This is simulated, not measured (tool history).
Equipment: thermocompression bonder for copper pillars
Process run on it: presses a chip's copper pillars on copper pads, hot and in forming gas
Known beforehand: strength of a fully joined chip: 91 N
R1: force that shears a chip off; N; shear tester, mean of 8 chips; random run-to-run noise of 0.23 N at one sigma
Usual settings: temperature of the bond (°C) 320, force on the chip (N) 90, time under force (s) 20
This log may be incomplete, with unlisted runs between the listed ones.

run 1 hour=0 | temperature_of_the_bond_(°C)=320 force_on_the_chip_(N)=90 time_under_force_(s)=20 | R1=46.7
run 2 hour=9 | temperature_of_the_bond_(°C)=320 force_on_the_chip_(N)=90 time_under_force_(s)=20 | R1=46.8
run 3 hour=14.8 | temperature_of_the_bond_(°C)=320 force_on_the_chip_(N)=90 time_under_force_(s)=20 | R1=46.5
run 4 hour=20.2 | temperature_of_the_bond_(°C)=320 force_on_the_chip_(N)=90 time_under_force_(s)=20 | R1=46.9
run 5 hour=27.6 | temperature_of_the_bond_(°C)=320 force_on_the_chip_(N)=90 time_under_force_(s)=20 | R1=46.6
run 6 hour=31.8 | temperature_of_the_bond_(°C)=320 force_on_the_chip_(N)=90 time_under_force_(s)=20 | R1=46.5
run 7 hour=39.5 | temperature_of_the_bond_(°C)=320 force_on_the_chip_(N)=90 time_under_force_(s)=20 | R1=46.2
run 8 hour=47.6 | temperature_of_the_bond_(°C)=320 force_on_the_chip_(N)=90 time_under_force_(s)=20 | R1=46.4
run 9 hour=53.4 | temperature_of_the_bond_(°C)=320 force_on_the_chip_(N)=90 time_under_force_(s)=20 | R1=46.5
run 10 hour=59.2 | temperature_of_the_bond_(°C)=320 force_on_the_chip_(N)=90 time_under_force_(s)=20 | R1=46.4
run 11 hour=63.4 | temperature_of_the_bond_(°C)=320 force_on_the_chip_(N)=90 time_under_force_(s)=20 | R1=46
run 12 hour=68.2 | temperature_of_the_bond_(°C)=323 force_on_the_chip_(N)=78 time_under_force_(s)=36 | R1=53.2
run 13 hour=73.4 | temperature_of_the_bond_(°C)=320 force_on_the_chip_(N)=57 time_under_force_(s)=20 | R1=35.9
-- hour=76.3 heater calibrated with a thermocouple chip
run 14 hour=84.2 | temperature_of_the_bond_(°C)=320 force_on_the_chip_(N)=103 time_under_force_(s)=16 | R1=45.6
run 15 hour=93.4 | temperature_of_the_bond_(°C)=320 force_on_the_chip_(N)=103 time_under_force_(s)=16 | R1=45
run 16 hour=99 | temperature_of_the_bond_(°C)=320 force_on_the_chip_(N)=103 time_under_force_(s)=16 | R1=45.4
run 17 hour=108.4 | temperature_of_the_bond_(°C)=311 force_on_the_chip_(N)=70 time_under_force_(s)=16 | R1=34.2
run 18 hour=117.2 | temperature_of_the_bond_(°C)=328 force_on_the_chip_(N)=113 time_under_force_(s)=18 | R1=52.4
-- hour=120.6 heater calibrated with a thermocouple chip, once more
run 19 hour=126.3 | temperature_of_the_bond_(°C)=328 force_on_the_chip_(N)=113 time_under_force_(s)=18 | R1=54.2

What will run 20 give?
run 20 hour=132.3 | temperature_of_the_bond_(°C)=328 force_on_the_chip_(N)=113 time_under_force_(s)=18 | R1=?

Logged for run 20: R1 54.4 N.
Without the tool's hidden state the same run would have given R1 57.2 N.
